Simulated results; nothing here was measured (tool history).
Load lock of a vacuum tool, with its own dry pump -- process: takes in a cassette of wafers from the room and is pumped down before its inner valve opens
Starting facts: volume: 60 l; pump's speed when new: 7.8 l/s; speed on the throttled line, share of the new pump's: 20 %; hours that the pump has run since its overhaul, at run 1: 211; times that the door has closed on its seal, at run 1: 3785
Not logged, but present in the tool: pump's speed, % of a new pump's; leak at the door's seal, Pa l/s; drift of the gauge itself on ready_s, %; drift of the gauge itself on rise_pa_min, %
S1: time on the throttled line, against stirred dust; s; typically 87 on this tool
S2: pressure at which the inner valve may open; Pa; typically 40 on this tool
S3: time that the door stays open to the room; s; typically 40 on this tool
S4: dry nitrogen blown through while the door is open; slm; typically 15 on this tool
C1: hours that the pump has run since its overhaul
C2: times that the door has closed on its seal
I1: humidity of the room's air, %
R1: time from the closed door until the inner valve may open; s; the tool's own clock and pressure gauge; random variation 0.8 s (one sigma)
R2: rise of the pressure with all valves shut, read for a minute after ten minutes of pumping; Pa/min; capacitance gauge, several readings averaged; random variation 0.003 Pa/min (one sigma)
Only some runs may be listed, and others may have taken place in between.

| run | hour | S1 | S2 | S3 | S4 | C1 | C2 | I1 | R1 | R2 |
|---|---|---|---|---|---|---|---|---|---|---|
| 1 | 0.0 | 87 | 40 | 40 | 15 | 211 | 3785 | 48.7 | 131.6 | 0.031 |
| 2 | 188.1 | 46 | 40 | 40 | 15 | 399 | 4038 | 46.3 | 96.9 | 0.033 |
| 3 | 331.0 | 46 | 40 | 40 | 15 | 542 | 4230 | 44.2 | 99.0 | 0.032 |
| 4 | 508.6 | 46 | 40 | 40 | 15 | 719 | 4468 | 46.3 | 99.0 | 0.029 |
| 5 | 663.7 | 46 | 40 | 40 | 15 | 875 | 4677 | 47.4 | 98.3 | 0.031 |
| 6 | 780.0 | 46 | 40 | 40 | 15 | 991 | 4833 | 47.6 | 97.9 | 0.037 |
| 7 | 991.0 | 46 | 40 | 40 | 15 | 1202 | 5116 | 43.4 | 98.4 | 0.030 |
| 8 | 1085.9 | 87 | 40 | 104 | 5 | 1297 | 5244 | 43.9 | 130.9 | 0.074 |
| 9 | 1244.3 | 87 | 40 | 35 | 5 | 1455 | 5456 | 44.1 | 131.8 | 0.039 |
| 10 | 1401.8 | 87 | 40 | 35 | 5 | 1613 | 5668 | 44.4 | 130.8 | 0.036 |

Branching from run 10: 3 alternative next runs. What would each branch give?
| A | 1557.8 | 168 | 40 | 35 | 5 | 1769 | 5877 | 45.7 | ? | ? |
| B | 1557.8 | 87 | 77 | 192 | 5 | 1769 | 5877 | 44.0 | ? | ? |
| C | 1557.8 | 87 | 40 | 229 | 14 | 1769 | 5877 | 42.6 | ? | ? |

| run | R1 | R2 |
|---|---|---|
| A | 196.6 | 0.038 |
| B | 125.4 | 0.097 |
| C | 131.5 | 0.089 |
With the hidden condition removed and each run's random variation left untouched, the same runs would have given:
| run | R1 | R2 |
|---|---|---|
| A | 195.8 | 0.032 |
| B | 124.4 | 0.092 |
| C | 130.4 | 0.083 |
